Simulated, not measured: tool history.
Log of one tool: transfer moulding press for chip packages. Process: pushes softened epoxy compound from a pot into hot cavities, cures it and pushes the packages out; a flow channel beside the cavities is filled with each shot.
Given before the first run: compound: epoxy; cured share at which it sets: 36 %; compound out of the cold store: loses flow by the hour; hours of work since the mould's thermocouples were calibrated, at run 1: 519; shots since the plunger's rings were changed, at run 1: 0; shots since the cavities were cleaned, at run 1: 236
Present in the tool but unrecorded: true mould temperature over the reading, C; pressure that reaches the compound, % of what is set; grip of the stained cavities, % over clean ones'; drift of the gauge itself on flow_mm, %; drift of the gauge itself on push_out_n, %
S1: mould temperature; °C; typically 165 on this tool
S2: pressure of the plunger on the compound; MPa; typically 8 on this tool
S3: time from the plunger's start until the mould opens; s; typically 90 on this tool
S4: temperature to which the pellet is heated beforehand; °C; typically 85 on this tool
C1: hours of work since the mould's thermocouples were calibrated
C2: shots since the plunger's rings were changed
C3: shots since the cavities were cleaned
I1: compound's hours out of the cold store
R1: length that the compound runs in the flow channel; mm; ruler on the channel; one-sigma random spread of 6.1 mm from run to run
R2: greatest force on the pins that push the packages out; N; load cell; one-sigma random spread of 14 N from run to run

run 1 hour=0 | S1=165 S2=8 S3=90 S4=85 | C1=519 C2=0 C3=236 | I1=28 | R1=628 R2=931
run 2 hour=33.3 | S1=165 S2=8 S3=90 S4=85 | C1=532 C2=245 C3=481 | I1=8.8 | R1=662 R2=1099
-- hour=62 cavities cleaned with cleaning compound and waxed
run 3 hour=67.1 | S1=165 S2=8 S3=90 S4=85 | C1=545 C2=484 C3=38 | I1=14 | R1=648 R2=1297
run 4 hour=104.2 | S1=165 S2=8 S3=90 S4=85 | C1=560 C2=757 C3=311 | I1=23.7 | R1=617 R2=1267
run 5 hour=133.7 | S1=165 S2=9.82 S3=90 S4=85 | C1=572 C2=975 C3=529 | I1=35.4 | R1=671 R2=1220
-- hour=154.5 cavities cleaned with cleaning compound and waxed
run 6 hour=161.2 | S1=165 S2=9.82 S3=90 S4=85 | C1=582 C2=1166 C3=49 | I1=27.1 | R1=685 R2=757
run 7 hour=188.9 | S1=165 S2=8 S3=90 S4=85 | C1=593 C2=1370 C3=253 | I1=9.5 | R1=663 R2=987
-- hour=238.6 cavities cleaned with cleaning compound and waxed, once more
run 8 hour=240.5 | S1=172 S2=8 S3=90 S4=85 | C1=613 C2=1740 C3=14 | I1=44.5 | R1=564 R2=486
run 9 hour=284.6 | S1=169 S2=6.48 S3=92 S4=77 | C1=631 C2=2065 C3=339 | I1=37.9 | R1=518 R2=731
-- hour=330.7 cavities cleaned with cleaning compound and waxed
run 10 hour=332.1 | S1=165 S2=8.92 S3=90 S4=83 | C1=649 C2=2405 C3=11 | I1=10 | R1=667 R2=756
run 11 hour=371.6 | S1=165 S2=8.92 S3=90 S4=83 | C1=665 C2=2695 C3=301 | I1=39.9 | R1=611 R2=922
run 12 hour=396.3 | S1=167 S2=7.34 S3=73 S4=93 | C1=675 C2=2878 C3=484 | I1=29.6 | R1=562 R2=1462
-- hour=424.2 cavities cleaned with cleaning compound and waxed
run 13 hour=424.2 | S1=164 S2=6.9 S3=108 S4=84 | C1=685 C2=3073 C3=0 | I1=14.3 | R1=572 R2=540
run 14 hour=472.5 | S1=159 S2=6.26 S3=75 S4=76 | C1=705 C2=3429 C3=356 | I1=41.2 | R1=523 R2=2201
-- hour=517.3 cavities cleaned with cleaning compound and waxed
run 15 hour=517.7 | S1=159 S2=6.26 S3=75 S4=76 | C1=722 C2=3751 C3=3 | I1=30.5 | R1=531 R2=1687
run 16 hour=539.2 | S1=165 S2=6.71 S3=71 S4=80 | C1=731 C2=3910 C3=162 | I1=37.4 | R1=520 R2=1558

Measured result minus the same run's result without the hidden state. Both carry the same run-to-run variation, though not necessarily the same gauge scatter:
run=1 R1=-1 R2=+274
run=2 R1=-4 R2=+411
run=3 R1=-6 R2=+581
run=4 R1=-10 R2=+582
run=5 R1=-13 R2=+567
run=6 R1=-16 R2=+101
run=7 R1=-18 R2=+281
run=8 R1=-19 R2=+42
run=9 R1=-22 R2=+225
run=10 R1=-32 R2=+72
run=11 R1=-33 R2=+279
run=12 R1=-33 R2=+540
run=13 R1=-36 R2=+45
run=14 R1=-37 R2=+707
run=15 R1=-40 R2=+107
run=16 R1=-42 R2=+371
